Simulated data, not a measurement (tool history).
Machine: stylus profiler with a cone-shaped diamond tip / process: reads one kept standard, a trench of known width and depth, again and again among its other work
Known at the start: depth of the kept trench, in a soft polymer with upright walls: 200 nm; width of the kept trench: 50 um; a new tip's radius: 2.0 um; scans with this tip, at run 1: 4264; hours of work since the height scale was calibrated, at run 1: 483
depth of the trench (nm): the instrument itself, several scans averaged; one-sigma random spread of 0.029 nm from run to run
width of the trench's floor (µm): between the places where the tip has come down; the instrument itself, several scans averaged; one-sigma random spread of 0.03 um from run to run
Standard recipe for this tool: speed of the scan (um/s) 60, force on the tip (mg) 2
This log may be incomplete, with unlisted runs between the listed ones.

run	hour	speed of the scan (um/s)	force on the tip (mg)	scans with this tip	hours of work since the height scale was calibrated	depth of the trench (nm)	width of the trench's floor (µm)
1	0	60	2	4264	483	201.83	47.8
2	16	60	2	4337	492	201.87	47.85
3	29	60	2	4396	498	201.78	47.83
4	42.6	60	2	4458	505	201.82	47.81
5	56.3	51	2	4520	512	201.91	47.91
6	69.5	51	2	4579	519	201.87	47.95
7	93.7	51	2	4689	532	201.88	47.87
8	117.3	51	2	4796	544	201.85	47.89
9	140.3	51	2	4901	556	201.93	47.87
10	155.9	51	2	4971	564	201.87	47.88
11	183.9	51	2	5098	578	201.91	47.9
12	200.1	18	1.74	5171	586	201.69	48.01
13	228.7	73	5.7	5301	601	203.42	47.87
14	246.2	73	5.7	5381	610	203.4	47.9
15	264.8	214	5.01	5465	620	203.17	47.43
16	283.6	214	5.01	5550	629	203.15	47.42
17	304.8	156	1.06	5646	640	201.4	47.06
18	325.9	156	1.06	5742	651	201.4	47.06
19	349.6	31	0.97	5849	663	201.34	47.84
20	366.2	17	0.97	5924	672	201.36	47.9
21	394.4	82	1.01	6052	686	201.37	47.53
22	420.8	25	4.01	6172	700	202.8	47.97

5 options for the next run, each taken on its own from the tool as it stands now. Forecast them:
A	447.2	37	2	6292	713	?	?
B	447.2	88	1.04	6292	713	?	?
C	447.2	49	4.22	6292	713	?	?
D	447.2	217	5.59	6292	713	?	?
E	447.2	168	1.74	6292	713	?	?

run	depth of the trench (nm)	width of the trench's floor (µm)
A	201.94	47.83
B	201.38	47.48
C	202.91	47.91
D	203.44	47.37
E	201.81	47.17
Had the tool no hidden state, the same runs would have come out as:
run	depth of the trench (nm)	width of the trench's floor (µm)
A	201.5	48.04
B	200.94	47.69
C	202.47	48.12
D	203	47.59
E	201.37	47.39
